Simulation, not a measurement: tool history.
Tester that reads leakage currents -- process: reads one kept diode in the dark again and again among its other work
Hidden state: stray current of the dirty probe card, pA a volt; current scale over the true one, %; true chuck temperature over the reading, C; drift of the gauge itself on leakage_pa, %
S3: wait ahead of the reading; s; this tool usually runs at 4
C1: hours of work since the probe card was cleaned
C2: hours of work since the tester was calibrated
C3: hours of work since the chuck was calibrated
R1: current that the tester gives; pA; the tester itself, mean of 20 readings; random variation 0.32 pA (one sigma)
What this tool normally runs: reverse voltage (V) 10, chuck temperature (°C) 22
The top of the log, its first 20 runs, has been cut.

Run 21, day 92.421: usual settings but reverse voltage (V) 3.3, S3 5.88 s; C1 2364; C2 3180; C3 1711. Result: R1 63.12 pA.
At day 92.788: chuck's temperature calibrated.
Run 22, day 97.258: usual settings but reverse voltage (V) 3.3, S3 5.88 s; C1 2429; C2 3245; C3 61. Result: R1 57.7 pA.
Run 23, day 100.488: usual settings but reverse voltage (V) 14.6; C1 2473; C2 3289; C3 105. Result: R1 121.63 pA.
Run 24, day 103.829: usual settings but reverse voltage (V) 2.5, chuck temperature (°C) 53; C1 2518; C2 3335; C3 151. Result: R1 449.39 pA.
Run 25, day 109.079: usual settings but reverse voltage (V) 2.5, chuck temperature (°C) 53; C1 2590; C2 3407; C3 223. Result: R1 445.35 pA.
Run 26, day 113.467: usual settings but reverse voltage (V) 2.5, chuck temperature (°C) 53; C1 2650; C2 3467; C3 283. Result: R1 445.83 pA.
Run 27, day 118.012: usual settings but reverse voltage (V) 2.5, chuck temperature (°C) 36; C1 2712; C2 3529; C3 345. Result: R1 136.91 pA.
At day 119.05: chuck's temperature calibrated, once more.
Run 28, day 121.629: usual settings but reverse voltage (V) 1.5, S3 1.63 s; C1 2761; C2 3577; C3 35. Result: R1 50.43 pA.
Run 29, day 124.858: usual settings but reverse voltage (V) 8.5, S3 0.94 s; C1 2805; C2 3621; C3 79. Result: R1 114.96 pA.
At day 127.558: probe card cleaned and baked.
Run 30, day 128.008: usual settings but reverse voltage (V) 2.4, chuck temperature (°C) 46, S3 9.96 s; C1 6; C2 3662; C3 121. Result: R1 334.99 pA.
Run 31, day 133.971: usual settings but reverse voltage (V) 2.4, chuck temperature (°C) 48, S3 3.41 s; C1 88; C2 3744; C3 202. Result: R1 377.84 pA.
Run 32, day 139.729: usual settings but reverse voltage (V) 2.3, chuck temperature (°C) 21, S3 1.02 s; C1 166; C2 3823; C3 281. Result: R1 51.67 pA.
Run 33, day 142.825: usual settings but reverse voltage (V) 2.3, chuck temperature (°C) 21, S3 1.02 s; C1 209; C2 3865; C3 323. Result: R1 51.43 pA.
Run 34, day 145.546: usual settings but reverse voltage (V) 2.9, chuck temperature (°C) 26; C1 246; C2 3902; C3 361. Result: R1 83.74 pA.
Run 35, day 149.767: usual settings but reverse voltage (V) 2.9, chuck temperature (°C) 26; C1 304; C2 3960; C3 418. Result: R1 83.53 pA.
Run 36, day 154.617: usual settings but reverse voltage (V) 2.9, chuck temperature (°C) 26; C1 370; C2 4026; C3 484. Result: R1 82.62 pA.
Run 37, day 159.233: usual settings but reverse voltage (V) 2.9, chuck temperature (°C) 26; C1 433; C2 4089; C3 548. Result: R1 82.84 pA.
Run 38, day 162.408: usual settings but reverse voltage (V) 2.9, chuck temperature (°C) 26; C1 476; C2 4133; C3 591. Result: R1 83.11 pA.
Run 39, day 166.708: usual settings but reverse voltage (V) 2.9, chuck temperature (°C) 26; C1 535; C2 4191; C3 650. Result: R1 81.8 pA.

Forecast each of these 3 alternatives for the next run:
Run A, day 170.208: usual settings but reverse voltage (V) 2.9; C1 583; C2 4239; C3 698. Result: R1 ?.
Run B, day 170.208: usual settings but reverse voltage (V) 8.6, chuck temperature (°C) 29, S3 5.61 s; C1 583; C2 4239; C3 698. Result: R1 ?.
Run C, day 170.208: usual settings but reverse voltage (V) 3.9, chuck temperature (°C) 41; C1 583; C2 4239; C3 698. Result: R1 ?.

run     R1
  A  59.89
  B    163
  C  278.7
What these runs would have given with no unlogged condition in the tool:
run      R1
  A   61.72
  B  167.21
  C  289.71

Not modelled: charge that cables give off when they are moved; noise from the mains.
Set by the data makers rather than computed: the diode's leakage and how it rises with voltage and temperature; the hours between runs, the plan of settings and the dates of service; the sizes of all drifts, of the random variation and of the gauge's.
